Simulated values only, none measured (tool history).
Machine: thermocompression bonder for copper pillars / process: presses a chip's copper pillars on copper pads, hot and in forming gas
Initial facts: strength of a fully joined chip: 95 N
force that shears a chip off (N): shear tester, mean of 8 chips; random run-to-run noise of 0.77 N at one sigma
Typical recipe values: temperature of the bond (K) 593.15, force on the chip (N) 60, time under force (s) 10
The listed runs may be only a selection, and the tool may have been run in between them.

run,hour,temperature of the bond (K),force on the chip (N),time under force (s),force that shears a chip off (N)
1,0.0,593.15,60,10,57.6
2,32.5,593.15,60,10,58.6
3,65.6,593.15,60,10,58.9
4,102.6,593.15,60,10,59.3
5,122.9,579.15,60,10,52.9
# hour 149.6: forming gas filter changed
6,163.8,579.15,60,10,51.6
7,189.2,579.15,60,10,51.7
8,218.3,579.15,60,10,53.1
9,240.8,579.15,60,10,51.9
10,261.9,579.15,60,10,51.5
11,304.0,579.15,60,10,52.2
12,324.4,579.15,60,10,51.4
# hour 338.7: forming gas filter changed
13,351.7,579.15,60,10,52.3
14,382.6,576.15,60,10,51.7
15,404.7,614.15,60,10,67.4
16,443.8,593.15,60,10,59.6
17,478.7,593.15,60,10,57.9
18,504.0,593.15,50,10,49.1
# hour 526.7: forming gas filter changed
19,546.2,603.15,60,10,61.2
20,563.9,603.15,60,10,63.2
21,606.6,603.15,60,10,62.6
22,649.5,588.15,37,15,38.1
23,668.3,588.15,37,15,39.2
24,710.4,605.15,48,10,51.2
# hour 716.9: forming gas filter changed
25,736.8,603.15,60,7,57.1
26,755.4,603.15,60,7,58.0
27,788.8,609.15,55,10,61.5
28,819.5,612.15,76,11,78.8
29,853.0,612.15,76,11,81.2
30,894.3,564.15,41,10,29.1
# hour 905.0: forming gas filter changed
31,921.8,593.15,56,7,48.5
32,953.4,577.15,49,27,57.1
33,982.3,609.15,87,6,75.9
34,1022.4,591.15,71,13,70.9

Predict the results of run 35:
35,1059.0,591.15,71,13,?

force that shears a chip off (N): 72.3
Had the tool carried no hidden state, the very same run would have given force that shears a chip off (N) 72.6.
